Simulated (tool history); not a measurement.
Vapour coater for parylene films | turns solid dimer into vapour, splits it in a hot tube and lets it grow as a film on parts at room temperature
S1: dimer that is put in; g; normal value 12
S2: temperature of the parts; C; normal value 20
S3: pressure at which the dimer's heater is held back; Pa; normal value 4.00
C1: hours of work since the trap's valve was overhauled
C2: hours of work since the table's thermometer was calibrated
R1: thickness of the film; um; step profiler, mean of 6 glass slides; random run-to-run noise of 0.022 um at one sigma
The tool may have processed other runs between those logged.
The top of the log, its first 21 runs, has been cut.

| run | hour | S1 | S2 | S3 | C1 | C2 | R1 |
|---|---|---|---|---|---|---|---|
|  | 492.5 | table's thermometer calibrated |
| 22 | 509.1 | 9 | 15 | 5.04 | 55 | 7 | 2.35 |
| 23 | 525.4 | 9 | 15 | 5.04 | 63 | 14 | 2.27 |
| 24 | 553.4 | 12 | 24 | 4.00 | 75 | 26 | 2.04 |
| 25 | 584.6 | 12 | 14 | 7.81 | 88 | 40 | 2.87 |
| 26 | 606.3 | 12 | 15 | 4.00 | 98 | 49 | 3.11 |
| 27 | 637.6 | 12 | 15 | 4.00 | 111 | 63 | 3.16 |
| 28 | 658.9 | 14 | 16 | 3.99 | 120 | 72 | 3.46 |
| 29 | 673.4 | 18 | 12 | 3.02 | 127 | 79 | 5.72 |
|  | 690.9 | table's thermometer calibrated, once more |
| 30 | 692.3 | 5 | 20 | 4.00 | 135 | 1 | 1.04 |

What if the next run were any one of these 5? Each begins from the tool's condition after run 30:
| A | 706.3 | 5 | 31 | 4.00 | 141 | 7 | ? |
| B | 706.3 | 5 | 13 | 4.00 | 141 | 7 | ? |
| C | 706.3 | 5 | 13 | 3.42 | 141 | 7 | ? |
| D | 706.3 | 12 | 20 | 5.06 | 141 | 7 | ? |
| E | 706.3 | 12 | 28 | 3.41 | 141 | 7 | ? |

| run | R1 |
|---|---|
| A | 0.58 |
| B | 1.45 |
| C | 1.51 |
| D | 2.35 |
| E | 1.69 |
Without the tool's unlogged condition, the same runs would have read:
| run | R1 |
|---|---|
| A | 0.61 |
| B | 1.54 |
| C | 1.60 |
| D | 2.49 |
| E | 1.80 |

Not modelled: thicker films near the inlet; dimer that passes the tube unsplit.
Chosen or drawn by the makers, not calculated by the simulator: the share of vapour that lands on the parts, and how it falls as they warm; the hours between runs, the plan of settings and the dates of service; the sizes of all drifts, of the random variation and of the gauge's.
